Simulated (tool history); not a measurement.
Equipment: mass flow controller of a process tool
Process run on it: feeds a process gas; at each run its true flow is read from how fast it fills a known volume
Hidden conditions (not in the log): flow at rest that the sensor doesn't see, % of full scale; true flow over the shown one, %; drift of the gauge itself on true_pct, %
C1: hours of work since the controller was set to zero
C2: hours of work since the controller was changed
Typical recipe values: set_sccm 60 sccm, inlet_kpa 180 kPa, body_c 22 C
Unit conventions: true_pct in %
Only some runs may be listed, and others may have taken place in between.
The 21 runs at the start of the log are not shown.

Run 22, hour 8624.7: usual settings but set_sccm 78 sccm, inlet_kpa 264 kPa, body_c 24 C; C1 5101; C2 5101. Result: true_pct 98.07 %.
Run 23, hour 8915.7: usual settings but set_sccm 32 sccm; C1 5313; C2 5313. Result: true_pct 97.61 %.
Run 24, hour 9416.7: usual settings but set_sccm 32 sccm; C1 5680; C2 5680. Result: true_pct 97.70 %.
Run 25, hour 9851.6: usual settings but set_sccm 32 sccm; C1 5998; C2 5998. Result: true_pct 97.64 %.
Run 26, hour 10183.9: usual settings but set_sccm 42 sccm, inlet_kpa 144 kPa, body_c 27 C; C1 6241; C2 6241. Result: true_pct 98.61 %.
At hour 10531.7: controller's zero set anew.
Run 27, hour 10541.4: usual settings but set_sccm 58 sccm, inlet_kpa 195 kPa, body_c 27 C; C1 7; C2 6502. Result: true_pct 98.42 %.
Run 28, hour 10782.4: usual settings but set_sccm 147 sccm, inlet_kpa 228 kPa, body_c 30 C; C1 183; C2 6678. Result: true_pct 99.61 %.
Run 29, hour 11082.9: usual settings but set_sccm 147 sccm, inlet_kpa 240 kPa, body_c 23 C; C1 403; C2 6898. Result: true_pct 98.81 %.
Run 30, hour 11496.5: usual settings but inlet_kpa 225 kPa, body_c 32 C; C1 705; C2 7200. Result: true_pct 98.88 %.
Run 31, hour 11843.4: usual settings but set_sccm 31 sccm, inlet_kpa 142 kPa, body_c 29 C; C1 959; C2 7454. Result: true_pct 98.60 %.
Run 32, hour 12184.9: usual settings but inlet_kpa 210 kPa; C1 1209; C2 7704. Result: true_pct 97.96 %.
Run 33, hour 12770.5: usual settings but inlet_kpa 210 kPa; C1 1637; C2 8132. Result: true_pct 97.79 %.
Run 34, hour 13151.0: usual settings but set_sccm 44 sccm, inlet_kpa 210 kPa, body_c 24 C; C1 1915; C2 8410. Result: true_pct 97.84 %.
Run 35, hour 13710.8: usual settings but set_sccm 35 sccm, inlet_kpa 246 kPa, body_c 34 C; C1 2325; C2 8819. Result: true_pct 98.68 %.
Run 36, hour 14132.4: usual settings but set_sccm 170 sccm, inlet_kpa 239 kPa; C1 2633; C2 9128. Result: true_pct 99.08 %.

3 ways to go on from here, each from the tool as it stands after run 36. What would each give?
Run A, hour 14513.1: usual settings but body_c 36 C; C1 2911; C2 9406. Result: true_pct ?.
Run B, hour 14513.1: usual settings but set_sccm 42 sccm, inlet_kpa 210 kPa; C1 2911; C2 9406. Result: true_pct ?.
Run C, hour 14513.1: usual settings but set_sccm 170 sccm, inlet_kpa 239 kPa, body_c 23 C; C1 2911; C2 9406. Result: true_pct ?.

run  true_pct
  A     99.43
  B     97.50
  C     99.08
Without the tool's unlogged condition, the same runs would have read:
run  true_pct
  A     99.43
  B     97.51
  C     99.08
